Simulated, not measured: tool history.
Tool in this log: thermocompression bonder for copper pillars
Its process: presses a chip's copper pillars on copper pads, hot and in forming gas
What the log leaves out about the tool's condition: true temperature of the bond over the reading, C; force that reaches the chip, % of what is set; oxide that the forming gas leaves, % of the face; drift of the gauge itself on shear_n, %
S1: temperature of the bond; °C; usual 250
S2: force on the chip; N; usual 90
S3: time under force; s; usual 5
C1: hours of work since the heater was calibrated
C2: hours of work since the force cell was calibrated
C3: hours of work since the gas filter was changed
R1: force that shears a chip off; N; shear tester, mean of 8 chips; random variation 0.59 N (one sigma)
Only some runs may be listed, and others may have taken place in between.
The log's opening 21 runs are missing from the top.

run	hour	S1	S2	S3	C1	C2	C3	R1
22	239	254	80	8	254	930	29	90.5
23	247.7	254	125	4	260	936	35	103.6
24	261.9	232	101	4	269	945	44	71.5
25	275.2	232	101	4	278	954	53	72.2
26	287	221	102	9	286	962	61	83.8
27	295.5	221	85	3	291	968	67	47.9
28	307	221	85	6	299	975	74	62.6
29	318.6	221	85	6	307	983	82	62.1
30	328.8	221	85	6	314	990	89	62.2
31	341.9	221	85	6	322	999	98	63.2
32	354.9	221	85	6	331	1007	106	63.7
33	363.9	232	90	5	337	1013	112	70.3
34	372.3	246	57	13	343	1019	118	76.4
35	387	245	109	5	353	1029	128	92
36	402.9	242	90	5	363	1040	138	76.9
37	414.2	242	90	5	371	1047	146	77.5
38	426.8	240	73	5	379	1056	154	63.3
39	435.2	267	56	4	385	1061	160	61.9

5 options for the next run, each taken on its own from the tool as it stands now. Forecast them:
A	449.6	267	56	4	394	1071	170	?
B	449.6	249	129	4	394	1071	170	?
C	449.6	240	90	8	394	1071	170	?
D	449.6	249	82	3	394	1071	170	?
E	449.6	235	90	13	394	1071	170	?

run	R1
A	61.4
B	99.9
C	88.2
D	65.7
E	96.5
With the hidden condition removed and each run's random variation left untouched, the same runs would have given:
run	R1
A	61.3
B	99.9
C	88.2
D	65.6
E	96.5
